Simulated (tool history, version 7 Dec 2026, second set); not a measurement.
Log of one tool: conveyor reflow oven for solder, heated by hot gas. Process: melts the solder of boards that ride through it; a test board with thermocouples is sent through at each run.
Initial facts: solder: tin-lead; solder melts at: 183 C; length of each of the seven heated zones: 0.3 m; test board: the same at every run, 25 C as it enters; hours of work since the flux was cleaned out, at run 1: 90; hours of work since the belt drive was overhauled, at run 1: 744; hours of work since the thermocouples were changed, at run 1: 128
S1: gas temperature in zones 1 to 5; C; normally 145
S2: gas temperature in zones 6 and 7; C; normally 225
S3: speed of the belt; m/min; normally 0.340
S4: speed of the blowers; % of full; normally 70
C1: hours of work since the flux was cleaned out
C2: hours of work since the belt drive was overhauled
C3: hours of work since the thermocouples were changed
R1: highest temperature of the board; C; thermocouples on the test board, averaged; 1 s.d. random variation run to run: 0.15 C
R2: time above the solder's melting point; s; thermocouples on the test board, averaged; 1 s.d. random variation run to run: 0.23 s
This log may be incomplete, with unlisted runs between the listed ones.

run	hour	S1	S2	S3	S4	C1	C2	C3	R1	R2
1	0.0	145	225	0.340	70	90	744	128	209.4	73.9
2	35.9	145	225	0.340	62	111	766	149	206.9	68.9
3	76.2	145	225	0.340	73	135	790	174	209.5	75.1
4	97.4	145	225	0.340	73	148	803	187	209.6	74.6
# hour 112.7: flux residue cleaned out of gas plates and filters
5	137.0	145	225	0.340	73	15	824	207	210.9	76.9
6	180.4	145	225	0.340	73	41	850	234	210.6	76.7
7	219.2	145	231	0.340	73	64	873	257	215.9	82.3
8	265.5	145	223	0.340	70	92	901	285	207.7	72.3
9	294.6	145	223	0.340	70	110	919	302	207.5	71.8
10	334.7	145	223	0.340	70	134	943	327	207.5	71.9
# hour 373.4: flux residue cleaned out of gas plates and filters
11	374.8	145	223	0.340	70	1	964	348	208.6	74.5
12	410.8	145	223	0.340	70	23	986	369	208.4	73.4
13	440.1	145	223	0.340	70	40	1003	387	208.2	73.0
14	470.7	145	225	0.340	70	59	1022	406	209.8	75.3
15	508.5	145	225	0.340	70	81	1045	428	209.4	75.1
# hour 516.2: belt drive overhauled, speed set with a stopwatch
16	558.0	149	224	0.340	80	109	25	456	211.7	82.0
# hour 587.5: belt drive overhauled, speed set with a stopwatch, once more
17	587.5	130	225	0.340	70	124	0	471	205.8	59.9
18	617.0	142	228	0.340	70	142	18	489	210.2	72.2
# hour 642.4: flux residue cleaned out of gas plates and filters
19	647.0	134	225	0.289	70	3	33	504	212.0	86.3
20	668.3	138	225	0.340	60	16	46	517	204.7	61.0
21	695.9	138	225	0.340	60	32	62	534	204.6	61.3
22	723.6	145	230	0.340	70	49	79	550	213.2	78.1
# hour 754.2: thermocouples of zones 6 and 7 changed
23	772.5	145	230	0.340	70	77	107	11	213.9	79.0
24	796.1	145	225	0.363	87	91	122	25	211.9	72.5
25	836.6	153	225	0.340	61	116	146	50	208.1	75.6
26	870.1	153	225	0.340	61	136	166	70	208.2	74.9
# hour 906.1: flux residue cleaned out of gas plates and filters
27	906.1	153	225	0.340	61	0	185	89	209.4	77.6
28	926.2	151	217	0.340	76	12	197	101	206.0	74.4
29	972.8	145	225	0.276	85	40	225	129	218.1	107.1

What if the next run were any one of these 5? Each begins from the tool's condition after run 29:
A	1006.6	145	225	0.346	70	61	245	149	?	?
B	1006.6	145	225	0.276	79	61	245	149	?	?
C	1006.6	145	220	0.275	85	61	245	149	?	?
D	1006.6	145	219	0.340	51	61	245	149	?	?
E	1006.6	130	225	0.272	70	61	245	149	?	?

run	R1	R2
A	209.5	72.3
B	216.9	105.1
C	213.2	102.4
D	198.1	51.2
E	213.6	92.8
Had the tool no hidden state, the same runs would have come out as:
run	R1	R2
A	210.0	73.0
B	217.3	105.5
C	213.6	102.9
D	198.5	52.1
E	214.0	93.5
